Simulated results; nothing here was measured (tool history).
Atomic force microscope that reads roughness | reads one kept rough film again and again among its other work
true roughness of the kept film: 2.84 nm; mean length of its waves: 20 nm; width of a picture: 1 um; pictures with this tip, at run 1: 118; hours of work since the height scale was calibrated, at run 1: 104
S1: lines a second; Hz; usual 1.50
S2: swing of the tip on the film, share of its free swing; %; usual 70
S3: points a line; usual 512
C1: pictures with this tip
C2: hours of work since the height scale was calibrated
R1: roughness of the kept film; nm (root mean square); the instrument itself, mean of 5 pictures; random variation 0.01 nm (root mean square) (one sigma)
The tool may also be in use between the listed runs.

run,hour,S1,S2,S3,C1,C2,R1
1,0.0,1.50,70,512,118,104,1.824
2,4.5,1.50,70,512,123,107,1.803
3,13.7,0.53,70,512,134,114,1.785
4,20.9,0.53,70,512,142,118,1.768
5,29.8,1.50,70,512,152,124,1.693
6,38.6,1.50,86,512,162,130,1.623
7,44.0,1.50,58,512,169,134,1.702
8,47.9,1.50,70,440,173,136,1.651
9,51.9,1.50,70,440,178,139,1.646
# hour 55.6: new tip fitted
10,56.7,1.50,70,512,1,142,2.228
11,61.3,1.50,70,512,6,145,2.238
# hour 63.0: height scale calibrated on a step standard
12,69.8,1.50,70,512,15,4,2.180
13,73.7,1.50,70,512,20,7,2.180
14,78.0,1.50,70,850,24,10,2.157
15,83.3,1.50,70,850,31,13,2.131
16,87.0,1.50,69,512,35,16,2.117
17,93.4,1.50,69,512,42,20,2.073
18,98.8,1.50,69,512,49,24,2.059
19,104.4,1.50,70,512,55,27,2.021
20,113.3,1.50,70,512,65,33,1.996
# hour 120.4: height scale calibrated on a step standard, once more
21,120.9,1.50,70,512,73,0,1.970
22,129.6,1.50,70,512,83,6,1.953
23,137.0,0.75,78,512,92,11,1.927
24,141.8,0.75,78,512,97,14,1.928
25,150.0,1.50,70,393,107,20,1.858
26,154.5,1.50,70,393,112,23,1.863
27,158.4,1.57,82,275,117,25,1.751
28,167.0,2.67,80,772,127,31,1.700
29,171.6,1.40,80,772,132,34,1.763
30,176.9,1.40,80,772,138,37,1.766
31,184.8,1.40,80,772,147,43,1.743
32,190.6,1.40,80,772,154,46,1.732
33,195.0,2.51,56,819,159,49,1.756
34,201.7,2.51,56,819,167,54,1.720

Forecast run 35:
35,210.5,2.38,73,269,177,60,?

{"run 35": {"R1": 1.598}}
Without the tool's hidden state the same run would have given R1 2.171 nm (root mean square).

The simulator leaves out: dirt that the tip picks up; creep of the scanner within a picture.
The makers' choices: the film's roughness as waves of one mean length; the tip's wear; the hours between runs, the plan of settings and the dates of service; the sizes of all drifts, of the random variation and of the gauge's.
